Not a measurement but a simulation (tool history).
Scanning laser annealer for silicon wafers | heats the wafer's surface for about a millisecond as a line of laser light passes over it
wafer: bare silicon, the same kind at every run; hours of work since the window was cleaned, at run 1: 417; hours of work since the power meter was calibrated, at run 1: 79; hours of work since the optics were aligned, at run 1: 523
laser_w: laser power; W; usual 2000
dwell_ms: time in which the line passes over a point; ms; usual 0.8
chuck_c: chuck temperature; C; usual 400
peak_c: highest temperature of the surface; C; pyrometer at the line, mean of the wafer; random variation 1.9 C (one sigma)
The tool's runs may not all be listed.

run	hour	laser_w	dwell_ms	chuck_c	hours of work since the window was cleaned	hours of work since the power meter was calibrated	hours of work since the optics were aligned	peak_c
1	0	2000	0.8	400	417	79	523	1129
2	10.8	2000	0.8	400	425	87	532	1124
3	21.6	2000	0.8	400	434	96	541	1122
4	33.9	2000	0.8	400	444	105	550	1124
5	44.4	2000	0.8	400	452	114	559	1118
6	56.1	2025	0.8	400	461	123	568	1132
7	68	2025	0.8	400	471	133	577	1138
8	82.7	2025	0.8	400	482	144	589	1136
9	96.8	2000	0.8	400	494	156	600	1121
10	110.1	2000	0.8	400	504	166	611	1125
11	123.5	2000	0.8	400	515	177	622	1118
12	136.5	2000	0.8	400	525	187	632	1119
13	144.2	2000	0.8	400	531	193	638	1119
14	153.4	2000	0.647	400	539	201	645	1048
15	165.7	2000	0.8	400	548	210	655	1115
16	177.5	2000	0.8	400	558	220	665	1120
17	185.4	2000	0.8	400	564	226	671	1120
18	192.4	2000	0.8	400	570	232	676	1115
19	203.9	2000	0.8	400	579	241	686	1117
20	217	2000	0.8	400	589	251	696	1114
21	228.8	2000	0.8	400	599	261	705	1115
22	237.4	2000	0.582	392	605	267	712	1009
23	246.3	2000	0.625	384	613	274	719	1017
24	253.1	2000	0.625	384	618	280	725	1016
25	265.7	2051	0.776	414	628	290	735	1137
26	279.8	2073	0.599	385	639	301	746	1031
27	294.6	1778	0.652	385	651	313	758	942
28	308.5	1724	0.652	385	662	324	769	918
29	320.8	1845	0.652	374	672	334	779	955
30	329.6	1845	0.652	374	679	341	786	957
31	341.1	1769	0.699	400	688	350	795	970
32	356.1	2036	0.8	400	700	362	807	1127
33	366.6	2036	0.8	400	708	370	815	1123
34	380.2	2000	0.8	399	719	381	826	1107
35	391.4	1989	0.83	425	728	390	835	1141
36	400	1989	0.83	425	735	397	842	1141
37	413.4	1989	0.83	425	745	407	852	1135
38	427.8	1706	0.8	400	757	419	864	977
39	443.3	1706	0.887	400	769	431	876	1008
40	454.2	2030	0.761	424	778	440	885	1123
41	462.9	2030	0.761	424	785	447	892	1123

Some steps in peak_c between neighbouring runs. How much of each would the tool show without its hidden state too (settings, what came in, random variation), and how much is left for the hidden state, with any gauge scatter that isn't in both results?
The hidden state here: light that passes the window, % of a clean one's; laser's true power over the reading, %; width of the line over the set one, %; drift of the gauge itself on peak_c, C.
Run 24 -> 25: laser_w 2000 -> 2051, dwell_ms 0.625 -> 0.776, chuck_c 384 -> 414. peak_c +121 C: hidden state -6, all else +127.
Run 31 -> 32: laser_w 1769 -> 2036, dwell_ms 0.699 -> 0.8. peak_c +157 C: hidden state -11, all else +168.
Run 37 -> 38: laser_w 1989 -> 1706, dwell_ms 0.83 -> 0.8, chuck_c 425 -> 400. peak_c -158 C: hidden state +9, all else -167.
Run 39 -> 40: laser_w 1706 -> 2030, dwell_ms 0.887 -> 0.761, chuck_c 400 -> 424. peak_c +115 C: hidden state -8, all else +123.
